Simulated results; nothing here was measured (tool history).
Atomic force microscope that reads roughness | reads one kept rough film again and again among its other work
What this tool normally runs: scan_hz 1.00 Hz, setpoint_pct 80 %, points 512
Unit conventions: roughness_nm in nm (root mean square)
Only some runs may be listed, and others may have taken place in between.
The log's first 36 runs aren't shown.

run,hour,scan_hz,setpoint_pct,points,pictures with this tip,hours of work since the height scale was calibrated,roughness_nm
37,808.4,1.14,80,441,24,224,3.781
38,825.3,1.14,80,821,54,235,3.741
39,842.5,0.66,70,731,83,247,3.845
40,861.2,0.66,70,731,116,259,3.826
41,882.4,0.66,70,731,153,274,3.765
42,901.4,0.66,70,731,186,286,3.756
43,923.6,0.89,70,731,224,301,3.664
44,954.5,1.00,68,1009,278,322,3.598

What if the next run were any one of these 4? Each begins from the tool's condition after run 44:
# hour 975.2: new tip fitted
A,981.4,0.55,67,578,10,340,?
# hour 975.2: new tip fitted
B,981.4,2.40,80,286,10,340,?
# hour 975.2: new tip fitted
C,981.4,0.63,80,512,10,340,?
# hour 975.2: new tip fitted
D,981.4,1.00,67,1009,10,340,?

run,roughness_nm
A,3.985
B,3.577
C,3.927
D,3.953
Had the tool no hidden state, the same runs would have come out as:
run,roughness_nm
A,4.022
B,3.610
C,3.963
D,3.989
